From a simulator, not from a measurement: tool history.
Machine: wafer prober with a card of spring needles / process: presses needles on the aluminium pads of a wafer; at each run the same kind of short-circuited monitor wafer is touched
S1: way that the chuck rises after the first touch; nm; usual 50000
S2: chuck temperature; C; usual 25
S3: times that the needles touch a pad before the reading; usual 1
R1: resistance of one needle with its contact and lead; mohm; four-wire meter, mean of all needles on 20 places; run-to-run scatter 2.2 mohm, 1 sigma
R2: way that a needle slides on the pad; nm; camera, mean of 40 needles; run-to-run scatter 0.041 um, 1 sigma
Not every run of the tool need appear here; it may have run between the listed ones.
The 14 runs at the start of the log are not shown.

{"hour": 227.3, "done": "tips cleaned on abrasive film"}
{"run": 15, "hour": 236.7, "S1": 50000, "S2": 25, "S3": 3, "R1": 294, "R2": 8420}
{"hour": 238.5, "done": "tips cleaned on abrasive film"}
{"hour": 250.8, "done": "tips cleaned on abrasive film"}
{"run": 16, "hour": 259.3, "S1": 54000, "S2": 36, "S3": 1, "R1": 378, "R2": 9050}
{"hour": 261.3, "done": "tips cleaned on abrasive film"}
{"hour": 272.3, "done": "tips cleaned on abrasive film"}
{"run": 17, "hour": 275.5, "S1": 32000, "S2": 121, "S3": 1, "R1": 433, "R2": 5360}
{"hour": 283.2, "done": "tips cleaned on abrasive film"}
{"run": 18, "hour": 290.1, "S1": 50000, "S2": 57, "S3": 2, "R1": 319, "R2": 8400}
{"hour": 295.4, "done": "tips cleaned on abrasive film"}
{"hour": 307.1, "done": "tips cleaned on abrasive film"}
{"run": 19, "hour": 313.8, "S1": 37000, "S2": 25, "S3": 1, "R1": 475, "R2": 6190}
{"hour": 317.7, "done": "tips cleaned on abrasive film"}
{"hour": 328.1, "done": "tips cleaned on abrasive film"}
{"run": 20, "hour": 333.8, "S1": 37000, "S2": 25, "S3": 1, "R1": 457, "R2": 6210}
{"hour": 340.0, "done": "tips cleaned on abrasive film"}
{"hour": 351.7, "done": "tips cleaned on abrasive film"}
{"run": 21, "hour": 354.0, "S1": 61000, "S2": 35, "S3": 2, "R1": 274, "R2": 10210}
{"hour": 362.8, "done": "tips cleaned on abrasive film"}
{"hour": 374.6, "done": "tips cleaned on abrasive film"}
{"run": 22, "hour": 375.9, "S1": 60000, "S2": 35, "S3": 1, "R1": 274, "R2": 10150}
{"hour": 385.6, "done": "tips cleaned on abrasive film"}
{"run": 23, "hour": 385.6, "S1": 67000, "S2": 89, "S3": 1, "R1": 261, "R2": 11150}
{"hour": 396.1, "done": "tips cleaned on abrasive film"}
{"run": 24, "hour": 405.1, "S1": 67000, "S2": 89, "S3": 1, "R1": 336, "R2": 11240}
{"hour": 406.5, "done": "tips cleaned on abrasive film"}
{"hour": 417.1, "done": "tips cleaned on abrasive film"}
{"run": 25, "hour": 424.3, "S1": 67000, "S2": 89, "S3": 1, "R1": 330, "R2": 11220}
{"hour": 428.0, "done": "tips cleaned on abrasive film"}
{"hour": 438.6, "done": "tips cleaned on abrasive film"}
{"run": 26, "hour": 438.6, "S1": 62000, "S2": 75, "S3": 2, "R1": 256, "R2": 10300}
{"hour": 449.4, "done": "tips cleaned on abrasive film"}
{"hour": 460.8, "done": "tips cleaned on abrasive film"}
{"run": 27, "hour": 462.2, "S1": 50000, "S2": 107, "S3": 1, "R1": 314, "R2": 8250}
{"hour": 472.2, "done": "tips cleaned on abrasive film"}
{"hour": 479.4, "done": "height of the first contact set anew"}
{"run": 28, "hour": 481.9, "S1": 50000, "S2": 107, "S3": 1, "R1": 390, "R2": 8560}
{"hour": 483.6, "done": "tips cleaned on abrasive film"}
{"hour": 494.5, "done": "tips cleaned on abrasive film"}
{"run": 29, "hour": 498.8, "S1": 50000, "S2": 107, "S3": 1, "R1": 357, "R2": 8500}
{"hour": 504.8, "done": "tips cleaned on abrasive film"}
{"hour": 515.2, "done": "tips cleaned on abrasive film"}
{"run": 30, "hour": 515.4, "S1": 33000, "S2": 31, "S3": 2, "R1": 283, "R2": 5560}

Branching from run 30: 3 alternative next runs. What would each branch give?
{"hour": 526.1, "done": "tips cleaned on abrasive film"}
{"hour": 536.8, "done": "tips cleaned on abrasive film"}
{"run": "A", "hour": 537.2, "S1": 33000, "S2": 27, "S3": 2, "R1": "?", "R2": "?"}
{"hour": 526.1, "done": "tips cleaned on abrasive film"}
{"hour": 536.8, "done": "tips cleaned on abrasive film"}
{"run": "B", "hour": 537.2, "S1": 30000, "S2": 119, "S3": 2, "R1": "?", "R2": "?"}
{"hour": 526.1, "done": "tips cleaned on abrasive film"}
{"hour": 536.8, "done": "tips cleaned on abrasive film"}
{"run": "C", "hour": 537.2, "S1": 30000, "S2": 31, "S3": 2, "R1": "?", "R2": "?"}

run=A R1=285 R2=5560
run=B R1=321 R2=5040
run=C R1=297 R2=5030
Stripped of hidden state, with their random variation kept, the same runs would have yielded:
run=A R1=247 R2=5610
run=B R1=281 R2=5090
run=C R1=252 R2=5090
